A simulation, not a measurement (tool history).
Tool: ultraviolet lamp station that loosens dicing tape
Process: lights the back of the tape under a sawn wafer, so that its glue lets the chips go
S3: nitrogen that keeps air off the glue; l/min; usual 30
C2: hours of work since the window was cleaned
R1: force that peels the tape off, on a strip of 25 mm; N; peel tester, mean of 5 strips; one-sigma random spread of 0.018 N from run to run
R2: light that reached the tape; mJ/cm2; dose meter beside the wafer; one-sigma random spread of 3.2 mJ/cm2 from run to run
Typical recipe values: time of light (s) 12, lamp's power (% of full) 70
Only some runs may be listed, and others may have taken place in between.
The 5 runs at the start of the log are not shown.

Run 6, hour 164.1: usual settings; hours of work of the lamp 1122; C2 106. Result: R1 1.737 N, R2 358 mJ/cm2.
Run 7, hour 188.1: usual settings; hours of work of the lamp 1137; C2 121. Result: R1 1.802 N, R2 353 mJ/cm2.
Run 8, hour 226.3: usual settings; hours of work of the lamp 1161; C2 145. Result: R1 1.717 N, R2 358 mJ/cm2.
Run 9, hour 266.9: usual settings; hours of work of the lamp 1186; C2 170. Result: R1 1.875 N, R2 337 mJ/cm2.
Run 10, hour 302.8: usual settings but lamp's power (% of full) 75; hours of work of the lamp 1209; C2 193. Result: R1 1.615 N, R2 360 mJ/cm2.
Run 11, hour 329.2: usual settings but time of light (s) 13; hours of work of the lamp 1225; C2 210. Result: R1 1.624 N, R2 366 mJ/cm2.
Run 12, hour 359.9: usual settings but time of light (s) 13; hours of work of the lamp 1245; C2 229. Result: R1 1.65 N, R2 358 mJ/cm2.
Run 13, hour 378.5: usual settings but lamp's power (% of full) 75; hours of work of the lamp 1256; C2 241. Result: R1 1.728 N, R2 356 mJ/cm2.
Run 14, hour 409.4: usual settings but lamp's power (% of full) 75; hours of work of the lamp 1276; C2 260. Result: R1 1.818 N, R2 348 mJ/cm2.
Run 15, hour 429.3: usual settings but lamp's power (% of full) 75; hours of work of the lamp 1288; C2 272. Result: R1 1.8 N, R2 349 mJ/cm2.
Run 16, hour 468.5: usual settings; hours of work of the lamp 1313; C2 297. Result: R1 2.082 N, R2 317 mJ/cm2.
Run 17, hour 493.1: usual settings; hours of work of the lamp 1328; C2 312. Result: R1 2.13 N, R2 316 mJ/cm2.
At hour 504: lamp changed.
Run 18, hour 524.2: usual settings but lamp's power (% of full) 92; hours of work of the lamp 13; C2 331. Result: R1 0.578 N, R2 584 mJ/cm2.
Run 19, hour 545.3: usual settings but time of light (s) 21; hours of work of the lamp 26; C2 345. Result: R1 0.265 N, R2 780 mJ/cm2.
Run 20, hour 585.6: usual settings but time of light (s) 19; hours of work of the lamp 51; C2 370. Result: R1 0.373 N, R2 692 mJ/cm2.
Run 21, hour 621.4: usual settings but time of light (s) 18; hours of work of the lamp 74; C2 392. Result: R1 0.444 N, R2 649 mJ/cm2.
Run 22, hour 640.9: usual settings; hours of work of the lamp 86; C2 405. Result: R1 1.201 N, R2 421 mJ/cm2.
Run 23, hour 672.4: usual settings but time of light (s) 8, lamp's power (% of full) 71; hours of work of the lamp 106; C2 424. Result: R1 2.513 N, R2 284 mJ/cm2.
Run 24, hour 689.7: usual settings but lamp's power (% of full) 79; hours of work of the lamp 117; C2 435. Result: R1 0.963 N, R2 477 mJ/cm2.
Run 25, hour 709: usual settings but time of light (s) 8, lamp's power (% of full) 79, S3 17 l/min; hours of work of the lamp 129; C2 447. Result: R1 2.851 N, R2 318 mJ/cm2.
At hour 723.8: window cleaned of glue's vapour.
Run 26, hour 744.7: usual settings but time of light (s) 8, lamp's power (% of full) 79, S3 17 l/min; hours of work of the lamp 151; C2 13. Result: R1 2.361 N, R2 356 mJ/cm2.
Run 27, hour 782.5: usual settings but time of light (s) 6, lamp's power (% of full) 71, S3 23 l/min; hours of work of the lamp 175; C2 37. Result: R1 3.591 N, R2 239 mJ/cm2.

Run 28 is up next; what results do you expect?
Run 28, hour 817.7: usual settings but lamp's power (% of full) 68; hours of work of the lamp 197; C2 59. Result: R1 ?, R2 ?.

Run 28 came out at R1 1.027 N, R2 447 mJ/cm2.
Take away the tool's hidden state, keep the run-to-run variation as it was, and the same run would have given R1 0.884 N, R2 477 mJ/cm2.
